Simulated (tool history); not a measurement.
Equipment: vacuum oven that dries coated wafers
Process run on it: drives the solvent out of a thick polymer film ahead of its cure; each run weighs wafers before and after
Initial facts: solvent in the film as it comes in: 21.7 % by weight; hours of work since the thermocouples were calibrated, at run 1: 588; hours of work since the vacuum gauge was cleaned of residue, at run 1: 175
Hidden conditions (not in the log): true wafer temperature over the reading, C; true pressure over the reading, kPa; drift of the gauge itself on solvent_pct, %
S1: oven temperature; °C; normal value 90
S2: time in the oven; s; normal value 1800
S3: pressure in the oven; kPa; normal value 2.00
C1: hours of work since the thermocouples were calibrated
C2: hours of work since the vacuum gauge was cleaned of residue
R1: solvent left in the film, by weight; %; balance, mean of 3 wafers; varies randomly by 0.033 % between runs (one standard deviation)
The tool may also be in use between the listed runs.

run,day,S1,S2,S3,C1,C2,R1
1,0.000,90,1800,2.00,588,175,2.67
2,0.438,90,1800,2.00,595,182,2.70
3,1.008,90,1800,2.00,604,191,2.71
4,1.492,90,1800,2.00,612,199,2.59
5,1.867,90,1800,2.00,618,205,2.64
6,2.425,90,1800,2.00,627,213,2.67
7,2.867,85,1800,2.00,633,220,4.29
8,3.392,90,1800,2.00,642,229,2.70
9,4.012,90,1800,2.00,652,239,2.66
10,4.388,90,1800,2.00,658,245,2.66
11,4.954,90,1800,2.00,667,254,2.63
12,5.383,90,1800,2.00,674,260,2.65
13,5.688,90,1800,2.00,678,265,2.72
14,6.142,90,1800,2.00,686,273,2.65
15,6.450,90,1800,2.00,690,277,2.71
16,6.908,90,1800,3.09,698,285,3.16
17,7.475,90,1800,3.09,707,294,3.12
18,7.908,90,1800,3.09,714,301,3.17
19,8.358,90,3180,3.09,721,308,1.79
20,8.821,90,3180,3.09,728,315,1.73
21,9.300,90,3180,3.09,736,323,1.77
22,9.554,90,3180,3.09,740,327,1.77
23,9.804,101,1800,2.00,744,331,0.84
24,10.288,85,1800,3.18,751,338,4.92
25,10.846,101,3240,7.37,760,347,2.39
26,11.442,81,1020,1.99,770,357,9.38
27,12.054,102,960,5.77,779,366,3.10
28,12.588,94,1440,2.65,788,375,2.72
29,12.900,94,1440,2.65,793,380,2.68
30,13.200,76,1440,2.65,798,385,9.94
31,13.479,82,1440,2.65,802,389,7.18
32,13.904,90,2100,5.39,809,396,3.65
33,14.188,85,1020,5.39,813,400,9.07
34,14.767,82,1140,3.20,823,410,8.84
35,15.092,76,1080,3.20,828,415,11.60
36,15.483,104,2520,1.71,834,421,0.49
37,15.812,104,2520,1.71,839,426,0.52
38,16.142,104,2520,1.71,844,431,0.49
39,16.621,102,1800,2.00,852,439,0.74
40,17.146,102,1800,2.00,860,447,0.78
41,17.642,102,1800,2.00,868,455,0.77
42,18.042,102,1800,2.00,875,462,0.84
43,18.504,93,2520,2.00,882,469,1.27
44,18.779,93,2520,2.00,886,473,1.27
45,19.258,93,2520,2.00,894,481,1.25
# day 19.446: oven's thermocouples calibrated
46,19.821,93,2520,2.00,6,489,1.20

Each row is a separate what-if for the run after 46, all from the same tool condition, not one after another. Results?
A,20.412,90,2220,3.93,15,498,?
B,20.412,93,2520,3.87,15,498,?
C,20.412,90,1800,7.26,15,498,?
D,20.412,93,2520,1.87,15,498,?

run,R1
A,2.84
B,2.05
C,4.95
D,1.22
Without the tool's hidden state the same runs would have given:
run,R1
A,2.69
B,1.94
C,4.75
D,1.12
